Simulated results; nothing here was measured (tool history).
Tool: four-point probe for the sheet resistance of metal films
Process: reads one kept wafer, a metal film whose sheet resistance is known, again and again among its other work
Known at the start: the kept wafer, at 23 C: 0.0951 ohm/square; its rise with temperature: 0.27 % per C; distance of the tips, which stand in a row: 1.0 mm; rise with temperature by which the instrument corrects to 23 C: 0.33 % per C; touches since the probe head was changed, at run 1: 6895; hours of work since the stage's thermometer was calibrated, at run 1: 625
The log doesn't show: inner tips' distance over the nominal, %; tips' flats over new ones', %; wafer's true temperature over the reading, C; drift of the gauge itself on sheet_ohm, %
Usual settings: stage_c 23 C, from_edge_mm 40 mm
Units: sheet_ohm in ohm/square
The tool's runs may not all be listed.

run     day  stage_c  from_edge_mm  touches since the probe head was changed  hours of work since the stage's thermometer was calibrated  sheet_ohm
  1       0       23            40                                      6895                                                         625   0.095144
  2   2.083       23            40                                      9106                                                         655   0.095173
  3   4.529       23            40                                     11703                                                         690   0.095219
  4   5.958       23            40                                     13221                                                         711   0.095227
  5   7.804       23            40                                     15177                                                         737   0.095239
  6   9.158       23            40                                     16615                                                         757   0.095262
  7  10.908       23            40                                     18473                                                         782   0.095322
  8  12.692       21            40                                     20368                                                         808   0.095386
  9  14.225       21            40                                     21996                                                         830   0.095388
 10  16.671       23            40                                     24591                                                         865   0.095355
 11    18.4       28            40                                     26425                                                         890   0.095122
 12  19.962       28            40                                     28088                                                         913   0.095091
 13  22.154       28            40                                     30413                                                         944   0.095187
 14  23.354       23            40                                     31686                                                         962   0.095442
 15  24.571       21            32                                     32977                                                         979   0.095571
 16  26.483       21            32                                     35008                                                        1007   0.095558
 17  28.654       21            32                                     37315                                                        1038   0.095618
 18  31.083       21            32                                     39891                                                        1073   0.095637
 19  33.508       31            42                                     42466                                                        1108   0.095133
 20  35.629       27            22                                     44718                                                        1139   0.095449
 21  37.658       30            14                                     46869                                                        1168   0.095483
 22  39.096       20            38                                     48398                                                        1189   0.095787
 23  40.621       20            38                                     50014                                                        1211   0.095794
 24  43.029       24             8                                     52571                                                        1246   0.096392
 25  45.521       21            11                                     55216                                                        1281   0.096205
 26  47.921       24             5                                     57764                                                        1316   0.097669
 27  49.562       25            47                                     59509                                                        1340   0.095646
 28  51.246       30            47                                     61294                                                        1364   0.095455

Forecast each of these 5 alternatives for the next run:
  A  53.783       24            47                                     63987                                                        1401          ?
  B  53.783       24            40                                     63987                                                        1401          ?
  C  53.783       20             4                                     63987                                                        1401          ?
  D  53.783       29            15                                     63987                                                        1401          ?
  E  53.783       30            63                                     63987                                                        1401          ?

run  sheet_ohm
  A    0.09577
  B   0.095778
  C   0.099045
  D   0.095685
  E   0.095479
Without the tool's hidden state the same runs would have given:
run  sheet_ohm
  A   0.095101
  B   0.095109
  C   0.098353
  D   0.095018
  E   0.094813
